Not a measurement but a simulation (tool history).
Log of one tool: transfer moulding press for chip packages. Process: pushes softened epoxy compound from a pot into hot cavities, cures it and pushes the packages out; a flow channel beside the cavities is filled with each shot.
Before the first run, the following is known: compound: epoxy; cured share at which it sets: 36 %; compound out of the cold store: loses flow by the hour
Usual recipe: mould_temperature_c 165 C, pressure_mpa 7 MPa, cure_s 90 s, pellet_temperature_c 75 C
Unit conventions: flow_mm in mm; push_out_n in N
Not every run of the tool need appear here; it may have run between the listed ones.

run,day,mould_temperature_c,pressure_mpa,cure_s,pellet_temperature_c,incoming compound's hours out of the cold store,flow_mm,push_out_n
1,0,165,7,90,75,34.8,619,521
2,1.267,165,7,90,75,25,653,997
3,2.575,165,7,90,75,30.4,626,1114
# day 2.879: cavities cleaned with cleaning compound and waxed
4,4.058,165,7,118,75,20.7,659,791
# day 4.404: plunger's sealing rings changed
# day 5.796: cavities cleaned with cleaning compound and waxed
5,5.846,165,7,90,80,41.9,607,542
6,7.592,165,7,90,75,12.8,723,1090
# day 8.621: cavities cleaned with cleaning compound and waxed
7,8.971,165,7,90,75,13.1,713,713
# day 10.658: mould's thermocouples calibrated
8,10.788,165,7,90,75,18.6,679,1093
# day 11.508: cavities cleaned with cleaning compound and waxed
9,11.675,165,7,90,75,39.1,594,583
10,12.492,158,7,90,75,36.4,611,1348
11,14.096,158,7,90,75,19,677,1761
# day 14.283: cavities cleaned with cleaning compound and waxed
# day 14.888: plunger's sealing rings changed
12,15.658,165,7,90,75,34.4,636,926
# day 17.275: cavities cleaned with cleaning compound and waxed
13,17.325,158,7,90,75,15.1,734,884
14,19.017,170,7.02,121,84,21.2,675,838
# day 20.121: cavities cleaned with cleaning compound and waxed
15,20.417,170,7.02,121,84,44.4,583,567
16,21.596,165,7,76,76,36.1,614,1360
17,22.729,166,7.78,90,75,33.5,647,1032
# day 22.95: cavities cleaned with cleaning compound and waxed
18,23.621,166,7.78,90,75,14.4,731,828
# day 25.246: plunger's sealing rings changed
19,25.246,166,7.78,90,75,29,696,1056
# day 25.825: cavities cleaned with cleaning compound and waxed
20,26.562,166,7.78,90,70,25.1,709,831
21,27.925,166,7.78,90,70,46.6,624,1029
# day 28.692: cavities cleaned with cleaning compound and waxed
22,29.321,166,7.78,90,70,33.6,659,761
23,30.133,165,7,107,75,14.8,707,897
# day 31.521: cavities cleaned with cleaning compound and waxed
24,31.958,165,7,107,75,29.1,638,613
25,33.479,165,5.75,90,81,17.6,616,1084

What if the next run were any one of these 4? Each begins from the tool's condition after run 25:
# day 34.333: cavities cleaned with cleaning compound and waxed
# day 34.808: mould's thermocouples calibrated
A,35.183,165,5.75,81,74,43.2,?,?
# day 34.333: cavities cleaned with cleaning compound and waxed
# day 34.808: mould's thermocouples calibrated
B,35.183,165,7.11,90,81,37.6,?,?
# day 34.333: cavities cleaned with cleaning compound and waxed
# day 34.808: mould's thermocouples calibrated
C,35.183,164,5.75,90,67,15.5,?,?
# day 34.333: cavities cleaned with cleaning compound and waxed
# day 34.808: mould's thermocouples calibrated
D,35.183,165,7.07,90,80,14.4,?,?

run,flow_mm,push_out_n
A,519,930
B,591,773
C,612,899
D,684,841
Without the tool's hidden state the same runs would have given:
run,flow_mm,push_out_n
A,552,584
B,629,486
C,651,566
D,728,529
